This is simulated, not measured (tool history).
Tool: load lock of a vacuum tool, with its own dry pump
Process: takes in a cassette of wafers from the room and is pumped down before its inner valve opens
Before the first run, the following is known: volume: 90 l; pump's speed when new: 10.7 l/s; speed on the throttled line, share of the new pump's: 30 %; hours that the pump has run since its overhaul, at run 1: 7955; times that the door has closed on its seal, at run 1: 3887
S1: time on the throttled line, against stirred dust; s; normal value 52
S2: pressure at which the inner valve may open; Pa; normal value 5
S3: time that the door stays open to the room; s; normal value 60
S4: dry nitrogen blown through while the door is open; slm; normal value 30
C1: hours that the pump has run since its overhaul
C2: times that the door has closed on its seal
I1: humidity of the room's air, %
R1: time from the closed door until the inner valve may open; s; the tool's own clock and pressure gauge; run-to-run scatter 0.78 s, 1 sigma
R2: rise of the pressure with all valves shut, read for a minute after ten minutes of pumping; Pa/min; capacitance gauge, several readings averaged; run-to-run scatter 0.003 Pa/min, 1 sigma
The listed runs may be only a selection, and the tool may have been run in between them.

run 1 hour=0.0 | S1=52 S2=5 S3=60 S4=30 | C1=7955 C2=3887 | I1=45.5 | R1=127.5 R2=0.018
run 2 hour=215.0 | S1=52 S2=5 S3=60 S4=30 | C1=8170 C2=4328 | I1=48.3 | R1=126.7 R2=0.029
run 3 hour=373.7 | S1=52 S2=5 S3=60 S4=30 | C1=8329 C2=4654 | I1=46.9 | R1=126.5 R2=0.021
run 4 hour=609.5 | S1=52 S2=5 S3=60 S4=30 | C1=8565 C2=5138 | I1=45.9 | R1=126.9 R2=0.029
run 5 hour=852.9 | S1=57 S2=5 S3=60 S4=30 | C1=8808 C2=5638 | I1=47.2 | R1=130.6 R2=0.030
run 6 hour=1064.7 | S1=52 S2=5 S3=60 S4=30 | C1=9020 C2=6073 | I1=43.3 | R1=128.1 R2=0.031
run 7 hour=1203.4 | S1=52 S2=5 S3=60 S4=30 | C1=9159 C2=6358 | I1=44.3 | R1=128.3 R2=0.030
run 8 hour=1412.6 | S1=52 S2=5 S3=60 S4=30 | C1=9368 C2=6787 | I1=46.6 | R1=127.1 R2=0.034
run 9 hour=1635.2 | S1=52 S2=5 S3=60 S4=30 | C1=9590 C2=7244 | I1=46.3 | R1=128.9 R2=0.040
run 10 hour=1845.7 | S1=52 S2=5 S3=60 S4=30 | C1=9801 C2=7676 | I1=41.2 | R1=128.6 R2=0.037
run 11 hour=2094.3 | S1=76 S2=5 S3=60 S4=30 | C1=10049 C2=8187 | I1=45.6 | R1=144.9 R2=0.038

What does the tool deliver on the next run?
run 12 hour=2288.3 | S1=76 S2=5 S3=60 S4=30 | C1=10243 C2=8585 | I1=43.7 | R1=? R2=?

R1: 144.1 s
R2: 0.048 Pa/min
Take away the tool's hidden state, keep the run-to-run variation as it was, and the same run would have given R1 136.3 s, R2 0.013 Pa/min.
